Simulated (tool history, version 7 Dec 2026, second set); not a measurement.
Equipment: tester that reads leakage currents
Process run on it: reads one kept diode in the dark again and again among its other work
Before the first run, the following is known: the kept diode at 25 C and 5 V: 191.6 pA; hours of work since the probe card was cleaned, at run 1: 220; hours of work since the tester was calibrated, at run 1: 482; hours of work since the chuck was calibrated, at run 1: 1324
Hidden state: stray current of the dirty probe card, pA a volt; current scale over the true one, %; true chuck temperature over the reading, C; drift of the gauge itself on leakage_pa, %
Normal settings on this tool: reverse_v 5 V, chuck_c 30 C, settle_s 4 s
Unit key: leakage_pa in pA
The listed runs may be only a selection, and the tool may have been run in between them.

run	hour	reverse_v	chuck_c	settle_s	hours of work since the probe card was cleaned	hours of work since the tester was calibrated	hours of work since the chuck was calibrated	leakage_pa
1	0	5	30	4	220	482	1324	252.59
2	13.8	5	30	4	227	488	1330	253.43
3	37.5	5	30	4	238	499	1341	252.86
4	58.1	5	30	4	247	509	1351	251.87
5	73.8	5	30	4	255	516	1358	251.78
# hour 92.9: chuck's temperature calibrated
6	95.8	9.85	30	4	264	526	1	314.63
7	123.5	9.85	30	4	277	539	14	314.45
8	145.8	9.85	30	4	287	549	25	311.31
9	174.9	5	40	4	301	563	38	505.33
10	204.5	5	40	4	315	577	52	502.64
# hour 210.8: chuck's temperature calibrated, once more
11	235.3	5	22	4	328	590	11	150.74
12	264.5	12.47	22	4	342	604	25	235.92
13	293.2	5	30	4	355	617	39	292.61
14	315	5	30	4	365	627	49	293.12
15	331.8	5	51	4	373	635	57	1443.84
16	347.7	5	30	4	381	643	64	292.11
17	370.5	5	30	4	391	653	75	291.37
18	398	5	30	4	404	666	87	290.59
19	416.1	5	30	4	413	675	96	290.66
20	431.7	5	30	4	420	682	103	289.2
21	452.1	1.27	22	1.14	429	691	113	77.28
22	477.1	4.91	54	4.43	441	703	124	1771.17
23	502.6	1.74	44	8.8	453	715	136	521.92
24	530.8	3.72	27	7.55	466	728	150	195.54
25	550.5	5.87	30	4	475	737	159	311.77
26	565.6	16.63	30	1.45	483	744	166	524.47
27	598.2	16.63	30	1.45	498	760	181	521.54
28	611.5	16.63	30	1.45	504	766	187	519.91
29	632.6	5	51	5.73	514	776	197	1437.35
30	652.6	3.16	24	0.53	523	785	206	142.66
31	681.6	16.19	23	3.99	537	799	220	295.24
32	712.5	4.15	23	3.99	551	813	234	147.62
33	735.6	5	41	0.44	562	824	245	683.08
34	750.5	5	41	0.44	569	831	252	683.76
35	778.5	5	41	0.44	582	844	265	683.7
36	792.2	5	30	5.7	588	850	272	285.78
37	811.1	2	46	0.82	597	859	281	641.75
38	837.4	2	46	0.82	610	871	293	636.93
39	859.7	2	46	0.82	620	882	303	634.52

Per-run results on a tool with no hidden state, each run keeping its own random variation:
run	leakage_pa
1	291.42
2	292.56
3	292.16
4	291.17
5	291.21
6	403.26
7	403.29
8	399.49
9	647.45
10	644.76
11	148.7
12	229.4
13	292.52
14	293.25
15	1459.25
16	292.58
17	292.06
18	291.55
19	291.83
20	290.53
21	77.83
22	1802.18
23	532.09
24	196.9
25	314.05
26	521.06
27	518.49
28	517.03
29	1472.37
30	143.77
31	285.99
32	148.03
33	700.78
34	702.02
35	702.79
36	290.86
37	663.66
38	659.43
39	657.6
